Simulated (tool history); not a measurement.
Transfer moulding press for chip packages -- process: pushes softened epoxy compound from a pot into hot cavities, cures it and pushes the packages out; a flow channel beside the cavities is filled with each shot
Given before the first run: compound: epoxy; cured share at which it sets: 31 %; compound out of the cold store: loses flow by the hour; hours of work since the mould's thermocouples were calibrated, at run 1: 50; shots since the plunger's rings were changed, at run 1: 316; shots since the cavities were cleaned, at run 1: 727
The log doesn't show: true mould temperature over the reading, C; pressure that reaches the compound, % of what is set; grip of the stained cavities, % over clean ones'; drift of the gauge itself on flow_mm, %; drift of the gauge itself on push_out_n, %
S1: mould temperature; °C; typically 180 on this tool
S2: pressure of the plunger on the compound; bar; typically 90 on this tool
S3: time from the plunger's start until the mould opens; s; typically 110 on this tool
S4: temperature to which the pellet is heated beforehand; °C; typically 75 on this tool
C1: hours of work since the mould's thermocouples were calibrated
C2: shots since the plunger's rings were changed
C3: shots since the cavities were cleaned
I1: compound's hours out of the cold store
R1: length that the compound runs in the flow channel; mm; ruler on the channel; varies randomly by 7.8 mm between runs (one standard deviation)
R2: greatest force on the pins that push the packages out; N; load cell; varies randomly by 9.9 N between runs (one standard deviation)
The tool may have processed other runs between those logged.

run 1 hour=0 | S1=180 S2=90 S3=110 S4=75 | C1=50 C2=316 C3=727 | I1=43.8 | R1=936 R2=813
-- hour=14.8 cavities cleaned with cleaning compound and waxed
run 2 hour=57.7 | S1=180 S2=90 S3=110 S4=75 | C1=79 C2=837 C3=398 | I1=33.6 | R1=943 R2=696
run 3 hour=93.5 | S1=180 S2=90 S3=110 S4=75 | C1=97 C2=1169 C3=730 | I1=42.8 | R1=913 R2=819
-- hour=109.7 cavities cleaned with cleaning compound and waxed
run 4 hour=133.8 | S1=180 S2=90 S3=110 S4=75 | C1=117 C2=1530 C3=224 | I1=38.9 | R1=922 R2=606
run 5 hour=166.8 | S1=180 S2=90 S3=110 S4=75 | C1=134 C2=1836 C3=530 | I1=38.1 | R1=907 R2=749
-- hour=201.3 cavities cleaned with cleaning compound and waxed
run 6 hour=201.3 | S1=180 S2=90 S3=110 S4=75 | C1=151 C2=2141 C3=0 | I1=44.4 | R1=891 R2=458
run 7 hour=259.7 | S1=180 S2=90 S3=110 S4=75 | C1=181 C2=2684 C3=543 | I1=47.6 | R1=880 R2=743
run 8 hour=289.2 | S1=180 S2=90 S3=110 S4=75 | C1=196 C2=2958 C3=817 | I1=11.4 | R1=956 R2=828
-- hour=295.3 cavities cleaned with cleaning compound and waxed
run 9 hour=347.8 | S1=180 S2=90 S3=110 S4=75 | C1=225 C2=3487 C3=487 | I1=46 | R1=862 R2=722
-- hour=386.3 cavities cleaned with cleaning compound and waxed
run 10 hour=394.1 | S1=180 S2=90 S3=110 S4=75 | C1=248 C2=3902 C3=72 | I1=10.4 | R1=926 R2=511
run 11 hour=459.7 | S1=180 S2=90 S3=110 S4=75 | C1=282 C2=4511 C3=681 | I1=44.8 | R1=859 R2=829
-- hour=477.8 cavities cleaned with cleaning compound and waxed
run 12 hour=507.9 | S1=180 S2=90 S3=110 S4=75 | C1=306 C2=4944 C3=279 | I1=36.1 | R1=872 R2=641
run 13 hour=542.7 | S1=180 S2=90 S3=110 S4=75 | C1=323 C2=5268 C3=603 | I1=44.4 | R1=846 R2=769
-- hour=569.4 cavities cleaned with cleaning compound and waxed
run 14 hour=590.4 | S1=180 S2=90 S3=110 S4=75 | C1=347 C2=5696 C3=195 | I1=13.2 | R1=895 R2=610
-- hour=621.2 plunger's sealing rings changed
run 15 hour=632.3 | S1=187 S2=90 S3=110 S4=75 | C1=367 C2=103 C3=561 | I1=38 | R1=929 R2=732
-- hour=663.5 cavities cleaned with cleaning compound and waxed
run 16 hour=671.5 | S1=187 S2=90 S3=110 S4=75 | C1=387 C2=452 C3=74 | I1=39 | R1=922 R2=485
run 17 hour=718.2 | S1=180 S2=90 S3=110 S4=65 | C1=411 C2=886 C3=508 | I1=18 | R1=990 R2=743
-- hour=757.1 cavities cleaned with cleaning compound and waxed
run 18 hour=759.3 | S1=188 S2=90 S3=110 S4=65 | C1=431 C2=1253 C3=21 | I1=27.3 | R1=939 R2=445
run 19 hour=803.4 | S1=177 S2=93.6 S3=144 S4=77 | C1=453 C2=1662 C3=430 | I1=16.4 | R1=1004 R2=653
-- hour=852.1 cavities cleaned with cleaning compound and waxed
run 20 hour=869.9 | S1=177 S2=93.6 S3=144 S4=77 | C1=487 C2=2265 C3=165 | I1=34.6 | R1=948 R2=546
run 21 hour=898.9 | S1=177 S2=105 S3=110 S4=84 | C1=501 C2=2534 C3=434 | I1=15.9 | R1=1046 R2=774
-- hour=942.7 cavities cleaned with cleaning compound and waxed
run 22 hour=947.4 | S1=177 S2=105 S3=110 S4=84 | C1=526 C2=2970 C3=44 | I1=10.1 | R1=1046 R2=524
run 23 hour=999.9 | S1=177 S2=105 S3=110 S4=84 | C1=552 C2=3457 C3=531 | I1=9.3 | R1=1033 R2=822
-- hour=1035.6 cavities cleaned with cleaning compound and waxed
run 24 hour=1051.1 | S1=185 S2=105 S3=118 S4=84 | C1=578 C2=3919 C3=145 | I1=46.8 | R1=916 R2=534
run 25 hour=1107.5 | S1=185 S2=105 S3=118 S4=84 | C1=607 C2=4442 C3=668 | I1=34.2 | R1=941 R2=746
-- hour=1126.6 cavities cleaned with cleaning compound and waxed
-- hour=1156.3 mould's thermocouples calibrated
run 26 hour=1166.4 | S1=185 S2=105 S3=118 S4=84 | C1=5 C2=4956 C3=351 | I1=25.3 | R1=950 R2=608

Consider 3 possible next runs. They are alternatives, not a sequence: every one starts from the tool as it was left by run 26. What does each give?
run A hour=1206.8 | S1=177 S2=81.2 S3=110 S4=84 | C1=26 C2=5330 C3=725 | I1=32.8 | R1=? R2=?
run B hour=1206.8 | S1=180 S2=90 S3=110 S4=78 | C1=26 C2=5330 C3=725 | I1=21.7 | R1=? R2=?
run C hour=1206.8 | S1=180 S2=76.3 S3=121 S4=76 | C1=26 C2=5330 C3=725 | I1=31.1 | R1=? R2=?

run=A R1=836 R2=849
run=B R1=895 R2=789
run=C R1=786 R2=766
Without the tool's unlogged condition, the same runs would have read:
run=A R1=933 R2=477
run=B R1=999 R2=444
run=C R1=878 R2=435
